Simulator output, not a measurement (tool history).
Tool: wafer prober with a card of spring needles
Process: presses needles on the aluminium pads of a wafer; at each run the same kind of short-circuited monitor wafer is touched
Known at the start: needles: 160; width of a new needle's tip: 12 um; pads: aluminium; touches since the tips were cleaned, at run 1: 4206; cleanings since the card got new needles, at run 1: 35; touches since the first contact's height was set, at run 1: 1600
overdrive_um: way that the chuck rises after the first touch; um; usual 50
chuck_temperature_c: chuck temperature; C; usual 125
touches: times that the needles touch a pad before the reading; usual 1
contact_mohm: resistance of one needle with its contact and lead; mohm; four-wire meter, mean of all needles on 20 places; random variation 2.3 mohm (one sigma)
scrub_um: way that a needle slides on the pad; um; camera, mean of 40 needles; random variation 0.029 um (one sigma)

run	hour	overdrive_um	chuck_temperature_c	touches	touches since the tips were cleaned	cleanings since the card got new needles	touches since the first contact's height was set	contact_mohm	scrub_um
1	0.0	50	125	1	4206	35	1600	260	10.22
# hour 3.3: tips cleaned on abrasive film
# hour 16.0: tips cleaned on abrasive film
# hour 32.0: tips cleaned on abrasive film
# hour 44.7: tips cleaned on abrasive film
# hour 57.5: tips cleaned on abrasive film
# hour 73.5: tips cleaned on abrasive film
2	74.1	50	125	1	266	41	31843	262	10.22
# hour 86.9: tips cleaned on abrasive film
# hour 99.7: tips cleaned on abrasive film
# hour 112.4: tips cleaned on abrasive film
3	115.8	50	125	1	1403	44	48890	258	10.17
# hour 125.4: tips cleaned on abrasive film
# hour 138.2: tips cleaned on abrasive film
# hour 154.2: tips cleaned on abrasive film
# hour 166.9: tips cleaned on abrasive film
4	174.8	50	125	2	3255	48	73000	258	10.16
# hour 181.3: tips cleaned on abrasive film
# hour 197.2: tips cleaned on abrasive film
# hour 210.0: tips cleaned on abrasive film
# hour 225.9: tips cleaned on abrasive film
# hour 238.7: tips cleaned on abrasive film
# hour 245.3: height of the first contact set anew
# hour 251.8: tips cleaned on abrasive film
# hour 267.7: tips cleaned on abrasive film
5	270.2	50	125	2	1024	55	10148	253	10.21
# hour 283.0: tips cleaned on abrasive film
# hour 298.9: tips cleaned on abrasive film
# hour 314.9: tips cleaned on abrasive film
# hour 327.6: tips cleaned on abrasive film
# hour 340.4: tips cleaned on abrasive film
# hour 356.3: tips cleaned on abrasive film
6	364.5	50	125	2	3363	61	48704	256	10.17
# hour 371.0: tips cleaned on abrasive film
# hour 383.7: tips cleaned on abrasive film
# hour 396.5: tips cleaned on abrasive film
# hour 409.3: tips cleaned on abrasive film
7	419.1	50	125	2	4050	65	71003	259	10.18
# hour 422.4: tips cleaned on abrasive film
# hour 438.3: tips cleaned on abrasive film
# hour 451.1: tips cleaned on abrasive film
# hour 467.0: tips cleaned on abrasive film
# hour 483.0: tips cleaned on abrasive film
# hour 495.7: tips cleaned on abrasive film
# hour 496.0: height of the first contact set anew
8	507.3	50	125	2	4647	71	4647	262	10.25
# hour 510.6: tips cleaned on abrasive film
# hour 523.4: tips cleaned on abrasive film
# hour 539.3: tips cleaned on abrasive film
# hour 552.1: tips cleaned on abrasive film
# hour 568.0: tips cleaned on abrasive film
# hour 580.8: tips cleaned on abrasive film
# hour 596.7: tips cleaned on abrasive film
9	605.4	50	125	2	3550	78	44693	259	10.23
# hour 611.8: tips cleaned on abrasive film
# hour 624.6: tips cleaned on abrasive film
# hour 637.4: tips cleaned on abrasive film
# hour 650.1: tips cleaned on abrasive film
# hour 666.1: tips cleaned on abrasive film
# hour 678.8: tips cleaned on abrasive film
# hour 694.8: tips cleaned on abrasive film
10	704.2	50	125	2	3861	85	85051	261	10.20
# hour 710.6: tips cleaned on abrasive film
# hour 723.4: tips cleaned on abrasive film
# hour 736.1: tips cleaned on abrasive film
# hour 745.9: height of the first contact set anew
# hour 749.2: tips cleaned on abrasive film
# hour 762.0: tips cleaned on abrasive film
# hour 774.8: tips cleaned on abrasive film
11	784.2	50	125	2	3901	91	15632	257	10.20
# hour 790.7: tips cleaned on abrasive film
# hour 803.5: tips cleaned on abrasive film
# hour 819.4: tips cleaned on abrasive film
# hour 835.3: tips cleaned on abrasive film
# hour 848.1: tips cleaned on abrasive film
12	852.0	36	125	1	1622	96	43324	261	7.36
# hour 861.6: tips cleaned on abrasive film
# hour 874.4: tips cleaned on abrasive film
# hour 890.4: tips cleaned on abrasive film
13	896.4	36	64	1	2467	99	61430	248	7.39
# hour 906.0: tips cleaned on abrasive film
# hour 918.7: tips cleaned on abrasive film
# hour 931.5: tips cleaned on abrasive film
# hour 947.4: tips cleaned on abrasive film
14	948.7	45	65	1	520	103	82804	243	9.19
# hour 961.5: tips cleaned on abrasive film
# hour 974.2: tips cleaned on abrasive film
# hour 987.0: tips cleaned on abrasive film
# hour 996.8: height of the first contact set anew
# hour 1003.3: tips cleaned on abrasive film
# hour 1019.2: tips cleaned on abrasive film
# hour 1032.0: tips cleaned on abrasive film
15	1037.5	45	56	2	2280	109	16618	241	9.21
# hour 1047.1: tips cleaned on abrasive film
# hour 1059.9: tips cleaned on abrasive film
# hour 1075.8: tips cleaned on abrasive film
# hour 1091.8: tips cleaned on abrasive film
# hour 1107.7: tips cleaned on abrasive film
16	1108.3	45	56	2	225	114	45519	243	9.24
# hour 1121.0: tips cleaned on abrasive film
# hour 1133.8: tips cleaned on abrasive film
# hour 1149.8: tips cleaned on abrasive film
# hour 1164.1: tips cleaned on abrasive film
17	1164.1	45	56	2	0	118	68327	244	9.18
# hour 1180.0: tips cleaned on abrasive film
# hour 1192.8: tips cleaned on abrasive film
# hour 1208.7: tips cleaned on abrasive film
# hour 1224.7: tips cleaned on abrasive film
18	1233.7	45	56	2	3727	122	96818	239	9.22
# hour 1240.2: tips cleaned on abrasive film
# hour 1246.8: height of the first contact set anew
# hour 1256.4: tips cleaned on abrasive film
# hour 1272.4: tips cleaned on abrasive film
# hour 1285.1: tips cleaned on abrasive film
# hour 1301.1: tips cleaned on abrasive film
19	1313.2	45	56	2	4997	127	27156	242	9.15
# hour 1316.5: tips cleaned on abrasive film
# hour 1329.3: tips cleaned on abrasive film
# hour 1342.0: tips cleaned on abrasive film
# hour 1358.0: tips cleaned on abrasive film
# hour 1370.7: tips cleaned on abrasive film
# hour 1383.5: tips cleaned on abrasive film
# hour 1396.3: tips cleaned on abrasive film
20	1403.3	45	56	2	2899	134	63945	244	9.19
# hour 1409.8: tips cleaned on abrasive film
# hour 1422.5: tips cleaned on abrasive film
# hour 1435.3: tips cleaned on abrasive film
21	1446.1	37	56	2	4430	137	81410	241	7.53
# hour 1449.4: tips cleaned on abrasive film
# hour 1465.3: tips cleaned on abrasive film
# hour 1478.1: tips cleaned on abrasive film
# hour 1494.0: tips cleaned on abrasive film
# hour 1495.9: height of the first contact set anew
22	1495.9	50	125	2	672	141	0	261	10.18
# hour 1508.7: tips cleaned on abrasive film
# hour 1521.5: tips cleaned on abrasive film
# hour 1534.3: tips cleaned on abrasive film
# hour 1547.0: tips cleaned on abrasive film
# hour 1559.8: tips cleaned on abrasive film
# hour 1575.7: tips cleaned on abrasive film
# hour 1588.5: tips cleaned on abrasive film
23	1589.5	50	125	2	419	148	38219	256	10.16

How the hidden state differs across the entries between the runs, from the last listed run before each to the first after it:
Between runs 1 and 2: tips cleaned on abrasive film (hour 3.3); tips cleaned on abrasive film (hour 16.0); tips cleaned on abrasive film (hour 32.0); tips cleaned on abrasive film (hour 44.7); tips cleaned on abrasive film (hour 57.5); tips cleaned on abrasive film (hour 73.5)
  debris on the tips, nm: 2.5 -> 0.5; way that the needles fall short of the set height, um: 0 -> 0.01
Between runs 2 and 3: tips cleaned on abrasive film (hour 86.9); tips cleaned on abrasive film (hour 99.7); tips cleaned on abrasive film (hour 112.4)
  debris on the tips, nm: 0.5 -> 1.1
Between runs 3 and 4: tips cleaned on abrasive film (hour 125.4); tips cleaned on abrasive film (hour 138.2); tips cleaned on abrasive film (hour 154.2); tips cleaned on abrasive film (hour 166.9)
  debris on the tips, nm: 1.1 -> 2; tips' diameter, um: 12.01 -> 12.02
Between runs 4 and 5: tips cleaned on abrasive film (hour 181.3); tips cleaned on abrasive film (hour 197.2); tips cleaned on abrasive film (hour 210.0); tips cleaned on abrasive film (hour 225.9); tips cleaned on abrasive film (hour 238.7); height of the first contact set anew (hour 245.3); tips cleaned on abrasive film (hour 251.8); tips cleaned on abrasive film (hour 267.7)
  debris on the tips, nm: 2 -> 0.7; way that the needles fall short of the set height, um: 0.01 -> 0
Between runs 5 and 6: tips cleaned on abrasive film (hour 283.0); tips cleaned on abrasive film (hour 298.9); tips cleaned on abrasive film (hour 314.9); tips cleaned on abrasive film (hour 327.6); tips cleaned on abrasive film (hour 340.4); tips cleaned on abrasive film (hour 356.3)
  debris on the tips, nm: 0.7 -> 2; way that the needles fall short of the set height, um: 0 -> 0.01
Between runs 6 and 7: tips cleaned on abrasive film (hour 371.0); tips cleaned on abrasive film (hour 383.7); tips cleaned on abrasive film (hour 396.5); tips cleaned on abrasive film (hour 409.3)
  debris on the tips, nm: 2 -> 2.2
Between runs 7 and 8: tips cleaned on abrasive film (hour 422.4); tips cleaned on abrasive film (hour 438.3); tips cleaned on abrasive film (hour 451.1); tips cleaned on abrasive film (hour 467.0); tips cleaned on abrasive film (hour 483.0); tips cleaned on abrasive film (hour 495.7); height of the first contact set anew (hour 496.0)
  debris on the tips, nm: 2.2 -> 2.4; way that the needles fall short of the set height, um: 0.01 -> 0
Between runs 8 and 9: tips cleaned on abrasive film (hour 510.6); tips cleaned on abrasive film (hour 523.4); tips cleaned on abrasive film (hour 539.3); tips cleaned on abrasive film (hour 552.1); tips cleaned on abrasive film (hour 568.0); tips cleaned on abrasive film (hour 580.8); tips cleaned on abrasive film (hour 596.7)
  debris on the tips, nm: 2.4 -> 2.1; way that the needles fall short of the set height, um: 0 -> 0.01; tips' diameter, um: 12.02 -> 12.03
Between runs 9 and 10: tips cleaned on abrasive film (hour 611.8); tips cleaned on abrasive film (hour 624.6); tips cleaned on abrasive film (hour 637.4); tips cleaned on abrasive film (hour 650.1); tips cleaned on abrasive film (hour 666.1); tips cleaned on abrasive film (hour 678.8); tips cleaned on abrasive film (hour 694.8)
  debris on the tips, nm: 2.1 -> 2.3
Between runs 10 and 11: tips cleaned on abrasive film (hour 710.6); tips cleaned on abrasive film (hour 723.4); tips cleaned on abrasive film (hour 736.1); height of the first contact set anew (hour 745.9); tips cleaned on abrasive film (hour 749.2); tips cleaned on abrasive film (hour 762.0); tips cleaned on abrasive film (hour 774.8)
  debris on the tips, nm: 2.3 -> 2.1; way that the needles fall short of the set height, um: 0.01 -> 0
Between runs 11 and 12: tips cleaned on abrasive film (hour 790.7); tips cleaned on abrasive film (hour 803.5); tips cleaned on abrasive film (hour 819.4); tips cleaned on abrasive film (hour 835.3); tips cleaned on abrasive film (hour 848.1)
  debris on the tips, nm: 2.1 -> 1.2; way that the needles fall short of the set height, um: 0 -> 0.01
Between runs 12 and 13: tips cleaned on abrasive film (hour 861.6); tips cleaned on abrasive film (hour 874.4); tips cleaned on abrasive film (hour 890.4)
  debris on the tips, nm: 1.2 -> 1.4
Between runs 13 and 14: tips cleaned on abrasive film (hour 906.0); tips cleaned on abrasive film (hour 918.7); tips cleaned on abrasive film (hour 931.5); tips cleaned on abrasive film (hour 947.4)
  debris on the tips, nm: 1.4 -> 0.5; way that the needles fall short of the set height, um: 0.01 -> 0.02
Between runs 14 and 15: tips cleaned on abrasive film (hour 961.5); tips cleaned on abrasive film (hour 974.2); tips cleaned on abrasive film (hour 987.0); height of the first contact set anew (hour 996.8); tips cleaned on abrasive film (hour 1003.3); tips cleaned on abrasive film (hour 1019.2); tips cleaned on abrasive film (hour 1032.0)
  debris on the tips, nm: 0.5 -> 1.5; way that the needles fall short of the set height, um: 0.02 -> 0; tips' diameter, um: 12.03 -> 12.04
Between runs 15 and 16: tips cleaned on abrasive film (hour 1047.1); tips cleaned on abrasive film (hour 1059.9); tips cleaned on abrasive film (hour 1075.8); tips cleaned on abrasive film (hour 1091.8); tips cleaned on abrasive film (hour 1107.7)
  debris on the tips, nm: 1.5 -> 0.4; way that the needles fall short of the set height, um: 0 -> 0.01
Between runs 16 and 17: tips cleaned on abrasive film (hour 1121.0); tips cleaned on abrasive film (hour 1133.8); tips cleaned on abrasive film (hour 1149.8); tips cleaned on abrasive film (hour 1164.1)
  debris on the tips, nm: 0.4 -> 0.1
Between runs 17 and 18: tips cleaned on abrasive film (hour 1180.0); tips cleaned on abrasive film (hour 1192.8); tips cleaned on abrasive film (hour 1208.7); tips cleaned on abrasive film (hour 1224.7)
  debris on the tips, nm: 0.1 -> 2.2
Between runs 18 and 19: tips cleaned on abrasive film (hour 1240.2); height of the first contact set anew (hour 1246.8); tips cleaned on abrasive film (hour 1256.4); tips cleaned on abrasive film (hour 1272.4); tips cleaned on abrasive film (hour 1285.1); tips cleaned on abrasive film (hour 1301.1)
  debris on the tips, nm: 2.2 -> 2.6; way that the needles fall short of the set height, um: 0.01 -> 0
Between runs 19 and 20: tips cleaned on abrasive film (hour 1316.5); tips cleaned on abrasive film (hour 1329.3); tips cleaned on abrasive film (hour 1342.0); tips cleaned on abrasive film (hour 1358.0); tips cleaned on abrasive film (hour 1370.7); tips cleaned on abrasive film (hour 1383.5); tips cleaned on abrasive film (hour 1396.3)
  debris on the tips, nm: 2.6 -> 1.8; way that the needles fall short of the set height, um: 0 -> 0.01; tips' diameter, um: 12.04 -> 12.05
Between runs 20 and 21: tips cleaned on abrasive film (hour 1409.8); tips cleaned on abrasive film (hour 1422.5); tips cleaned on abrasive film (hour 1435.3)
  debris on the tips, nm: 1.8 -> 2.6
Between runs 21 and 22: tips cleaned on abrasive film (hour 1449.4); tips cleaned on abrasive film (hour 1465.3); tips cleaned on abrasive film (hour 1478.1); tips cleaned on abrasive film (hour 1494.0); height of the first contact set anew (hour 1495.9)
  debris on the tips, nm: 2.6 -> 0.8; way that the needles fall short of the set height, um: 0.01 -> 0
Between runs 22 and 23: tips cleaned on abrasive film (hour 1508.7); tips cleaned on abrasive film (hour 1521.5); tips cleaned on abrasive film (hour 1534.3); tips cleaned on abrasive film (hour 1547.0); tips cleaned on abrasive film (hour 1559.8); tips cleaned on abrasive film (hour 1575.7); tips cleaned on abrasive film (hour 1588.5)
  debris on the tips, nm: 0.8 -> 0.5; way that the needles fall short of the set height, um: 0 -> 0.01
